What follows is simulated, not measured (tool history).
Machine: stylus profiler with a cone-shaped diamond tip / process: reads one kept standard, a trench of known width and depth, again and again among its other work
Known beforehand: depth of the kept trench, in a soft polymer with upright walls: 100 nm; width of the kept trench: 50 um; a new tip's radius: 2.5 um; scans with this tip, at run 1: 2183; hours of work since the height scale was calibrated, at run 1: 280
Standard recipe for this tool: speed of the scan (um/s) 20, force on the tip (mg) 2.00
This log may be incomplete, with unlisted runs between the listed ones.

run   hour  speed of the scan (um/s)  force on the tip (mg)  scans with this tip  hours of work since the height scale was calibrated  depth of the trench (Å)  width of the trench's floor (µm)
  1    0.0                        20                   2.00                 2183                                                  280                   1009.1                             48.35
  2   31.4                        20                   0.99                 2344                                                  301                   1005.3                             48.34
  3   62.5                        20                   0.99                 2504                                                  321                   1005.5                             48.34
  4   93.6                        11                   2.00                 2664                                                  342                   1009.3                             48.48
  5  110.8                        11                   2.00                 2753                                                  353                   1009.1                             48.48
  6  137.2                        11                   1.38                 2888                                                  370                   1006.8                             48.38
  7  174.6                        11                   1.38                 3081                                                  395                   1007.3                             48.46
  8  211.8                        11                   1.38                 3272                                                  420                   1007.0                             48.40
  9  246.9                        11                   1.38                 3452                                                  443                   1006.5                             48.43
 10  274.3                        11                   1.38                 3593                                                  461                   1006.8                             48.36
 11  294.7                        11                   1.38                 3698                                                  474                   1006.5                             48.45
 12  320.7                        20                   1.63                 3832                                                  491                   1007.4                             48.39
 13  339.9                        20                   1.63                 3931                                                  504                   1007.4                             48.35
 14  371.6                        20                   1.63                 4093                                                  525                   1007.5                             48.33
 15  409.2                        67                   2.00                 4287                                                  550                   1008.7                             47.98
 16  424.9                        18                   2.00                 4368                                                  560                   1009.3                             48.38
 17  454.3                        18                   2.00                 4519                                                  580                   1009.0                             48.38
 18  488.9                        18                   2.00                 4696                                                  602                   1008.4                             48.39
 19  517.0                        18                   2.00                 4841                                                  621                   1008.1                             48.36
 20  554.9                        18                   2.00                 5036                                                  646                   1008.0                             48.34
 21  574.8                        10                   2.00                 5138                                                  659                   1008.3                             48.37
     578.0  -- height scale calibrated on a step standard
 22  609.1                        15                   2.00                 5312                                                   20                   1007.2                             48.32
 23  635.0                        21                   2.00                 5445                                                   38                   1006.9                             48.34
 24  670.0                        33                   1.42                 5625                                                   61                   1005.2                             48.21
 25  699.3                        27                   2.43                 5776                                                   80                   1007.8                             48.34
 26  723.7                        12                   4.32                 5901                                                   96                   1013.6                             48.38
 27  753.6                        12                   4.32                 6055                                                  116                   1013.2                             48.35
 28  786.9                        12                   4.32                 6226                                                  138                   1013.8                             48.40
     795.0  -- height scale calibrated on a step standard, once more
 29  811.8                        12                   3.56                 6352                                                   11                   1015.2                             48.37
 30  843.2                        12                   3.56                 6513                                                   32                   1015.6                             48.38
 31  860.1                        12                   3.56                 6600                                                   43                   1015.3                             48.43

For run 32, what comes out?
 32  877.4                         7                   0.94                 6689                                                   54                        ?                                 ?

{"run 32": {"depth of the trench (Å)": 1005.7, "width of the trench's floor (µm)": 48.4}}
With the hidden condition absent and the run-to-run variation left alone, this run would have shown depth of the trench (Å) 1006.2, width of the trench's floor (µm) 48.54.

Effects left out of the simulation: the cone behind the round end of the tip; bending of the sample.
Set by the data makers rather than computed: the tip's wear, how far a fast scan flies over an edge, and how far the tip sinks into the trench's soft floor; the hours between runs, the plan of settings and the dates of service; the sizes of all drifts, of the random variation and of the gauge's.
